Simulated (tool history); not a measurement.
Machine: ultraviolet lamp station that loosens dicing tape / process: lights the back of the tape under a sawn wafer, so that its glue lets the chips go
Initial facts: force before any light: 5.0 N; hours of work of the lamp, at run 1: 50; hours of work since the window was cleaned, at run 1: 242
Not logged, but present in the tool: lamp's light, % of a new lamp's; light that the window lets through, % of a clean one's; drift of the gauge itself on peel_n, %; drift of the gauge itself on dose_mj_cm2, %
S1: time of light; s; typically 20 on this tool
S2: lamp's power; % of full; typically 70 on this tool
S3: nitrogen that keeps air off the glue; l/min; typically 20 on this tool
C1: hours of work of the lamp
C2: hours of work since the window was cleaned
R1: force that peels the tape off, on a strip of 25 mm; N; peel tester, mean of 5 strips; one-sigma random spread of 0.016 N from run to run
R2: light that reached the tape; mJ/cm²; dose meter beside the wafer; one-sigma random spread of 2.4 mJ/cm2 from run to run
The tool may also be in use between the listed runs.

| run | day | S1 | S2 | S3 | C1 | C2 | R1 | R2 |
|---|---|---|---|---|---|---|---|---|
| 1 | 0 | 20 | 70 | 20 | 50 | 242 | 0.922 | 226 |
| 2 | 1.408 | 20 | 70 | 20 | 65 | 258 | 0.92 | 223 |
| 3 | 3.267 | 20 | 70 | 20 | 86 | 278 | 0.949 | 223 |
| 4 | 5.483 | 20 | 70 | 20 | 110 | 302 | 0.963 | 217 |
| 5 | 6.908 | 20 | 80 | 20 | 125 | 317 | 0.763 | 247 |
| 6 | 8.308 | 39 | 80 | 20 | 140 | 332 | 0.265 | 474 |
|  | 9.854 | window cleaned of glue's vapour |
| 7 | 10.254 | 39 | 80 | 20 | 161 | 4 | 0.23 | 537 |
| 8 | 12.004 | 39 | 80 | 20 | 180 | 23 | 0.226 | 544 |
| 9 | 13.271 | 20 | 61 | 20 | 194 | 37 | 1.011 | 209 |
| 10 | 15.629 | 37 | 61 | 21 | 219 | 63 | 0.357 | 383 |
| 11 | 17.146 | 37 | 61 | 32 | 236 | 79 | 0.295 | 372 |
| 12 | 19.042 | 37 | 61 | 9 | 256 | 100 | 0.663 | 368 |
| 13 | 21.258 | 40 | 78 | 32 | 280 | 124 | 0.216 | 510 |
| 14 | 22.504 | 10 | 70 | 13 | 294 | 137 | 2.451 | 116 |
| 15 | 24.742 | 10 | 70 | 13 | 318 | 161 | 2.293 | 112 |
| 16 | 26.017 | 18 | 77 | 26 | 332 | 175 | 0.824 | 217 |
| 17 | 27.717 | 13 | 68 | 33 | 350 | 194 | 1.47 | 138 |
| 18 | 29.017 | 15 | 70 | 13 | 365 | 208 | 1.67 | 161 |

Below, some changes in R1 between adjacent runs. For each, the amount present without the hidden state too (settings, incoming material, random variation) and the amount remaining for the hidden state with gauge scatter not shared by both compared results:
Run 13 -> 14: S1 40 -> 10, S2 78 -> 70, S3 32 -> 13. R1 +2.235 N: hidden state +0.193, all else +2.042.

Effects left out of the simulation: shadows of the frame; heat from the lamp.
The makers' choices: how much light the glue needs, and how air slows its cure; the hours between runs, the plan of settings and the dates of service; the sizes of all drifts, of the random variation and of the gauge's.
